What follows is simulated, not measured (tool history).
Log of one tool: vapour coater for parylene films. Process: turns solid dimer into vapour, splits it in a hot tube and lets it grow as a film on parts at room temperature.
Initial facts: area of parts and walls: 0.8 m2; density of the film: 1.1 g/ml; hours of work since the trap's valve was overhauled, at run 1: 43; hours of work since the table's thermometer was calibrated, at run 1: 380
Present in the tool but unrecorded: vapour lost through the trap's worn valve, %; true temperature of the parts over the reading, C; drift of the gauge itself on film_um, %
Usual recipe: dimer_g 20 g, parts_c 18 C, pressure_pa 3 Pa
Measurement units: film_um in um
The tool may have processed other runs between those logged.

run,day,dimer_g,parts_c,pressure_pa,hours of work since the trap's valve was overhauled,hours of work since the table's thermometer was calibrated,film_um
1,0,20,18,3,43,380,11.51
2,0.442,20,18,11.39,50,386,10.5
3,1.221,20,18,11.39,61,398,10.39
4,1.888,20,18,11.39,71,407,10.41
5,2.608,20,13,3,82,418,13.36
6,3.154,20,13,3,90,426,13.56
7,3.833,20,18,3,99,436,11.33
8,4.729,20,18,2.75,113,449,11.28
9,5.55,20,18,2.75,125,461,11.39
10,6.112,20,29,3,133,469,7.87
11,6.708,20,29,3,142,478,8.07
12,7.583,20,18,3,154,491,11.3
13,8.233,30,27,8.29,164,500,11.64
14,8.908,30,27,8.29,174,510,11.69
15,9.712,20,18,5.46,186,522,10.7
# day 9.796: table's thermometer calibrated
16,10.233,14,18,2.5,193,6,7.99
17,10.925,14,18,2.5,203,17,8.02
18,11.538,20,18,10.3,212,26,10.21
19,12.204,35,16,2.68,221,35,21.21
20,13.138,35,11,2.68,235,49,24.06
# day 13.483: table's thermometer calibrated, once more
21,13.912,26,11,3.35,246,6,17.67
22,14.817,33,27,2.11,259,20,13.83
23,15.625,15,17,7.55,271,31,7.84
24,16.417,20,28,2.25,283,43,8.13

What differs in the tool's unlogged condition from the final listed run ahead of each entry between runs to the first listed run following it?
After run 15, before run 16: table's thermometer calibrated (day 9.796)
  vapour lost through the trap's worn valve, %: 3.2 -> 3.3; true temperature of the parts over the reading, C: -0.27 -> -0.43
  measured less the result without the state, film_um: -0.26 -> -0.17 um
After run 20, before run 21: table's thermometer calibrated, once more (day 13.483)
  vapour lost through the trap's worn valve, %: 4.1 -> 4.3; true temperature of the parts over the reading, C: -0.46 -> 0.02
  measured less the result without the state, film_um: -0.66 -> -0.8 um
